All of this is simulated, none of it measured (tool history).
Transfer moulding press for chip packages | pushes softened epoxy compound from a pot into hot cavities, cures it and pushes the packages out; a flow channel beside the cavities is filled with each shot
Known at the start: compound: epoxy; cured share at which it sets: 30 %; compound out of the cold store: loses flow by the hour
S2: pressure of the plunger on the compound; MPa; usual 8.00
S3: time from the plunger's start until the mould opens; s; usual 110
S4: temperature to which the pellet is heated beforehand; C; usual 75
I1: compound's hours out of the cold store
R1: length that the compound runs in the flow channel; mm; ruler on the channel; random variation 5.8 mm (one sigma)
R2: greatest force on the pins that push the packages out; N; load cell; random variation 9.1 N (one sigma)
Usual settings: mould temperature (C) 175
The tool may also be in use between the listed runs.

Run 1, day 0.000: usual settings; I1 37.0. Result: R1 546 mm, R2 409 N.
Run 2, day 0.429: usual settings but mould temperature (C) 169; I1 26.0. Result: R1 608 mm, R2 588 N.
Run 3, day 0.825: usual settings but S4 80 C; I1 39.6. Result: R1 536 mm, R2 392 N.
Run 4, day 1.083: usual settings but S4 80 C; I1 46.3. Result: R1 504 mm, R2 371 N.
Run 5, day 1.450: usual settings but S2 6.84 MPa; I1 42.1. Result: R1 490 mm, R2 397 N.
Run 6, day 1.975: usual settings but S2 6.84 MPa; I1 28.3. Result: R1 534 mm, R2 389 N.
At day 2.383: cavities cleaned with cleaning compound and waxed.
Run 7, day 2.412: usual settings but S2 6.84 MPa; I1 17.6. Result: R1 576 mm, R2 421 N.
Run 8, day 2.783: usual settings but S2 6.84 MPa; I1 40.7. Result: R1 488 mm, R2 396 N.
Run 9, day 3.012: usual settings but mould temperature (C) 178, S2 6.84 MPa; I1 28.9. Result: R1 525 mm, R2 379 N.
Run 10, day 3.504: usual settings but mould temperature (C) 178, S2 6.84 MPa; I1 41.4. Result: R1 473 mm, R2 362 N.
Run 11, day 3.900: usual settings but mould temperature (C) 178, S2 6.84 MPa; I1 42.5. Result: R1 483 mm, R2 380 N.
At day 4.075: plunger's sealing rings changed.
Run 12, day 4.492: usual settings; I1 9.2. Result: R1 667 mm, R2 414 N.
Run 13, day 5.021: usual settings; I1 28.0. Result: R1 583 mm, R2 402 N.
At day 5.350: cavities cleaned with cleaning compound and waxed.
Run 14, day 5.446: usual settings; I1 22.9. Result: R1 593 mm, R2 402 N.
Run 15, day 5.662: usual settings; I1 42.6. Result: R1 515 mm, R2 406 N.
Run 16, day 6.150: usual settings but mould temperature (C) 182, S2 9.75 MPa, S3 112 s, S4 81 C; I1 9.9. Result: R1 696 mm, R2 363 N.
Run 17, day 6.575: usual settings but mould temperature (C) 182, S2 9.75 MPa, S3 112 s, S4 81 C; I1 29.6. Result: R1 612 mm, R2 345 N.
Run 18, day 6.879: usual settings but S3 133 s, S4 81 C; I1 33.6. Result: R1 546 mm, R2 370 N.
Run 19, day 7.175: usual settings but mould temperature (C) 180, S3 133 s, S4 81 C; I1 8.0. Result: R1 640 mm, R2 351 N.
Run 20, day 7.588: usual settings but S2 6.64 MPa, S3 114 s; I1 38.2. Result: R1 493 mm, R2 385 N.
Run 21, day 7.862: usual settings but S2 6.64 MPa, S3 114 s; I1 27.3. Result: R1 534 mm, R2 406 N.
Run 22, day 8.096: usual settings but mould temperature (C) 181, S2 6.49 MPa, S3 102 s, S4 84 C; I1 26.7. Result: R1 507 mm, R2 377 N.
At day 8.204: cavities cleaned with cleaning compound and waxed.
Run 23, day 8.438: usual settings but S2 7.93 MPa, S3 124 s; I1 8.0. Result: R1 669 mm, R2 386 N.
Run 24, day 8.788: usual settings but S2 7.93 MPa, S3 124 s; I1 14.1. Result: R1 637 mm, R2 375 N.
Run 25, day 9.262: usual settings but S2 7.93 MPa, S3 124 s; I1 31.2. Result: R1 565 mm, R2 370 N.
Run 26, day 9.725: usual settings but S2 9.58 MPa, S3 124 s, S4 71 C; I1 44.5. Result: R1 564 mm, R2 362 N.
Run 27, day 10.025: usual settings but mould temperature (C) 181, S2 7.03 MPa; I1 10.3. Result: R1 597 mm, R2 373 N.

Run 28 comes next. What will it give?
Run 28, day 10.454: usual settings but mould temperature (C) 183, S2 9.98 MPa; I1 15.6. Result: R1 ?, R2 ?.

{"run 28": {"R1": 677, "R2": 351}}
Without the tool's hidden state the same run would have given R1 677 mm, R2 347 N.
